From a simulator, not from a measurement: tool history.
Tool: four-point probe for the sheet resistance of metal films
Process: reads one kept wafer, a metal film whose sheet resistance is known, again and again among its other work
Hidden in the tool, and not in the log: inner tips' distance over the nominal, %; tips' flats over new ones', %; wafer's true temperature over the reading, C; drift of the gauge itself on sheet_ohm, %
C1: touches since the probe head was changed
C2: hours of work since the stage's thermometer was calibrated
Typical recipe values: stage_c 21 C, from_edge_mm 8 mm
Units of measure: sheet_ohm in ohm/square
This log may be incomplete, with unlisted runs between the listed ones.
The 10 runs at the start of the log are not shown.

run 11 day=4.829 | stage_c=21 from_edge_mm=8 | C1=7239 C2=493 | sheet_ohm=0.243712
run 12 day=5.462 | stage_c=21 from_edge_mm=8 | C1=7555 C2=502 | sheet_ohm=0.243831
run 13 day=6.138 | stage_c=21 from_edge_mm=8 | C1=7894 C2=512 | sheet_ohm=0.243759
run 14 day=6.512 | stage_c=21 from_edge_mm=8 | C1=8081 C2=518 | sheet_ohm=0.243887
run 15 day=7.033 | stage_c=21 from_edge_mm=8 | C1=8342 C2=526 | sheet_ohm=0.243732
run 16 day=7.496 | stage_c=21 from_edge_mm=8 | C1=8572 C2=532 | sheet_ohm=0.243803
run 17 day=8.158 | stage_c=25 from_edge_mm=8 | C1=8905 C2=542 | sheet_ohm=0.243576
run 18 day=8.617 | stage_c=25 from_edge_mm=8 | C1=9134 C2=549 | sheet_ohm=0.243634
run 19 day=9.262 | stage_c=25 from_edge_mm=8 | C1=9456 C2=558 | sheet_ohm=0.243649
run 20 day=9.629 | stage_c=25 from_edge_mm=8 | C1=9640 C2=564 | sheet_ohm=0.243704
run 21 day=10.292 | stage_c=21 from_edge_mm=16 | C1=9972 C2=574 | sheet_ohm=0.241318
run 22 day=11.029 | stage_c=21 from_edge_mm=16 | C1=10340 C2=585 | sheet_ohm=0.241376
run 23 day=11.704 | stage_c=32 from_edge_mm=70 | C1=10677 C2=594 | sheet_ohm=0.24029
run 24 day=12.142 | stage_c=21 from_edge_mm=5 | C1=10897 C2=601 | sheet_ohm=0.248655
run 25 day=12.446 | stage_c=32 from_edge_mm=9 | C1=11049 C2=605 | sheet_ohm=0.242827
run 26 day=13.104 | stage_c=31 from_edge_mm=13 | C1=11378 C2=615 | sheet_ohm=0.241531
run 27 day=13.692 | stage_c=30 from_edge_mm=17 | C1=11673 C2=624 | sheet_ohm=0.241011

Predict the results of run 28:
run 28 day=14.404 | stage_c=31 from_edge_mm=37 | C1=12029 C2=634 | sheet_ohm=?

sheet_ohm: 0.240502 ohm/square
On a tool with no hidden condition, and with the same random variation, this run would have come out at sheet_ohm 0.240508 ohm/square.
